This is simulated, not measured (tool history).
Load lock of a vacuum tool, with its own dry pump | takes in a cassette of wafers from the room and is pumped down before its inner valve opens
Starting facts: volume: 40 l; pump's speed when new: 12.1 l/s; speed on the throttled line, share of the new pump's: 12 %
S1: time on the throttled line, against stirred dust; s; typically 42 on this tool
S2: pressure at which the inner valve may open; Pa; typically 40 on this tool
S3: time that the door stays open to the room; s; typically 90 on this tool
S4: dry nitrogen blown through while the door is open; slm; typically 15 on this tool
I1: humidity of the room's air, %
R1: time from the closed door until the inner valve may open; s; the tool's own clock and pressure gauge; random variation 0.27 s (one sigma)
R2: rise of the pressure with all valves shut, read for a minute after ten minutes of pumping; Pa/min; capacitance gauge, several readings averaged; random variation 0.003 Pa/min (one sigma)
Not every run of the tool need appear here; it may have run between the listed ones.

{"run": 1, "hour": 0.0, "S1": 42, "S2": 40, "S3": 90, "S4": 15, "I1": 45, "R1": 62.5, "R2": 0.26}
{"run": 2, "hour": 239.6, "S1": 42, "S2": 40, "S3": 90, "S4": 15, "I1": 41.6, "R1": 62.7, "R2": 0.271}
{"run": 3, "hour": 518.9, "S1": 42, "S2": 40, "S3": 90, "S4": 15, "I1": 45.7, "R1": 63, "R2": 0.281}
{"run": 4, "hour": 837.0, "S1": 42, "S2": 29, "S3": 90, "S4": 15, "I1": 46, "R1": 63.9, "R2": 0.293}
{"run": 5, "hour": 1118.6, "S1": 42, "S2": 40, "S3": 90, "S4": 15, "I1": 45.2, "R1": 62.8, "R2": 0.302}
{"run": 6, "hour": 1264.9, "S1": 42, "S2": 40, "S3": 90, "S4": 15, "I1": 45.7, "R1": 63.3, "R2": 0.316}
{"run": 7, "hour": 1518.1, "S1": 42, "S2": 40, "S3": 90, "S4": 15, "I1": 44.5, "R1": 63.2, "R2": 0.324}
{"run": 8, "hour": 1748.2, "S1": 42, "S2": 40, "S3": 90, "S4": 15, "I1": 45.8, "R1": 63.2, "R2": 0.321}
{"run": 9, "hour": 1881.7, "S1": 42, "S2": 40, "S3": 90, "S4": 15, "I1": 49.3, "R1": 63.1, "R2": 0.339}
{"run": 10, "hour": 2163.7, "S1": 42, "S2": 40, "S3": 90, "S4": 15, "I1": 47.8, "R1": 63.4, "R2": 0.353}
{"run": 11, "hour": 2362.6, "S1": 42, "S2": 40, "S3": 90, "S4": 15, "I1": 44.9, "R1": 63.1, "R2": 0.355}
{"run": 12, "hour": 2567.6, "S1": 42, "S2": 40, "S3": 90, "S4": 15, "I1": 45.2, "R1": 63.1, "R2": 0.364}
{"run": 13, "hour": 2877.5, "S1": 42, "S2": 40, "S3": 90, "S4": 15, "I1": 45.1, "R1": 63.4, "R2": 0.386}
{"run": 14, "hour": 3093.2, "S1": 78, "S2": 40, "S3": 90, "S4": 15, "I1": 43.3, "R1": 94.7, "R2": 0.382}
{"run": 15, "hour": 3282.4, "S1": 78, "S2": 40, "S3": 237, "S4": 15, "I1": 46.4, "R1": 94.7, "R2": 0.42}
{"run": 16, "hour": 3412.7, "S1": 78, "S2": 50, "S3": 237, "S4": 15, "I1": 45.5, "R1": 94.5, "R2": 0.428}
{"run": 17, "hour": 3731.1, "S1": 42, "S2": 40, "S3": 90, "S4": 5, "I1": 44.5, "R1": 63.5, "R2": 0.433}
{"run": 18, "hour": 3868.9, "S1": 65, "S2": 40, "S3": 90, "S4": 15, "I1": 49.3, "R1": 83.8, "R2": 0.414}
{"run": 19, "hour": 4137.8, "S1": 65, "S2": 40, "S3": 90, "S4": 15, "I1": 43.9, "R1": 83.8, "R2": 0.436}
{"run": 20, "hour": 4380.5, "S1": 65, "S2": 40, "S3": 90, "S4": 15, "I1": 46.2, "R1": 83.7, "R2": 0.448}
{"run": 21, "hour": 4604.3, "S1": 35, "S2": 53, "S3": 90, "S4": 16, "I1": 44.2, "R1": 56.5, "R2": 0.446}
{"run": 22, "hour": 4915.1, "S1": 37, "S2": 40, "S3": 36, "S4": 15, "I1": 44.8, "R1": 59.8, "R2": 0.456}
{"run": 23, "hour": 5131.7, "S1": 71, "S2": 53, "S3": 167, "S4": 7, "I1": 45.6, "R1": 88.5, "R2": 0.511}
{"run": 24, "hour": 5344.2, "S1": 73, "S2": 65, "S3": 49, "S4": 17, "I1": 47.1, "R1": 89.3, "R2": 0.479}
{"run": 25, "hour": 5581.0, "S1": 67, "S2": 40, "S3": 36, "S4": 4, "I1": 46.5, "R1": 85.3, "R2": 0.504}
{"run": 26, "hour": 5811.3, "S1": 42, "S2": 40, "S3": 215, "S4": 31, "I1": 45.1, "R1": 64.3, "R2": 0.526}
{"run": 27, "hour": 5975.7, "S1": 29, "S2": 56, "S3": 93, "S4": 17, "I1": 42.4, "R1": 52, "R2": 0.524}
{"run": 28, "hour": 6275.7, "S1": 29, "S2": 56, "S3": 93, "S4": 17, "I1": 46.7, "R1": 51.7, "R2": 0.543}
{"run": 29, "hour": 6596.2, "S1": 44, "S2": 37, "S3": 93, "S4": 24, "I1": 41.6, "R1": 66.2, "R2": 0.545}
{"run": 30, "hour": 6782.8, "S1": 24, "S2": 67, "S3": 130, "S4": 6, "I1": 47.7, "R1": 46.8, "R2": 0.598}
{"run": 31, "hour": 7014.6, "S1": 42, "S2": 46, "S3": 208, "S4": 15, "I1": 40.5, "R1": 63.9, "R2": 0.603}
{"run": 32, "hour": 7158.3, "S1": 42, "S2": 46, "S3": 208, "S4": 15, "I1": 43.9, "R1": 64.2, "R2": 0.619}
{"run": 33, "hour": 7367.7, "S1": 79, "S2": 40, "S3": 90, "S4": 5, "I1": 42.3, "R1": 96.3, "R2": 0.61}
{"run": 34, "hour": 7681.7, "S1": 42, "S2": 32, "S3": 90, "S4": 13, "I1": 48.5, "R1": 65.4, "R2": 0.627}
{"run": 35, "hour": 7951.8, "S1": 71, "S2": 42, "S3": 90, "S4": 15, "I1": 44.5, "R1": 89.8, "R2": 0.635}
{"run": 36, "hour": 8217.3, "S1": 45, "S2": 55, "S3": 90, "S4": 15, "I1": 45.7, "R1": 65.8, "R2": 0.661}
{"run": 37, "hour": 8486.5, "S1": 45, "S2": 39, "S3": 92, "S4": 15, "I1": 45.7, "R1": 67.6, "R2": 0.68}

Each row is a separate what-if for the run after 37, all from the same tool condition, not one after another. Results?
{"run": "A", "hour": 8632.1, "S1": 22, "S2": 34, "S3": 92, "S4": 5, "I1": 44.2, "R1": "?", "R2": "?"}
{"run": "B", "hour": 8632.1, "S1": 28, "S2": 42, "S3": 90, "S4": 15, "I1": 45.8, "R1": "?", "R2": "?"}
{"run": "C", "hour": 8632.1, "S1": 77, "S2": 39, "S3": 51, "S4": 16, "I1": 44.9, "R1": "?", "R2": "?"}

run=A R1=48 R2=0.698
run=B R1=52.3 R2=0.69
run=C R1=95 R2=0.674
What these runs would have given with no unlogged condition in the tool:
run=A R1=45.9 R2=0.059
run=B R1=50.4 R2=0.049
run=C R1=93.5 R2=0.033

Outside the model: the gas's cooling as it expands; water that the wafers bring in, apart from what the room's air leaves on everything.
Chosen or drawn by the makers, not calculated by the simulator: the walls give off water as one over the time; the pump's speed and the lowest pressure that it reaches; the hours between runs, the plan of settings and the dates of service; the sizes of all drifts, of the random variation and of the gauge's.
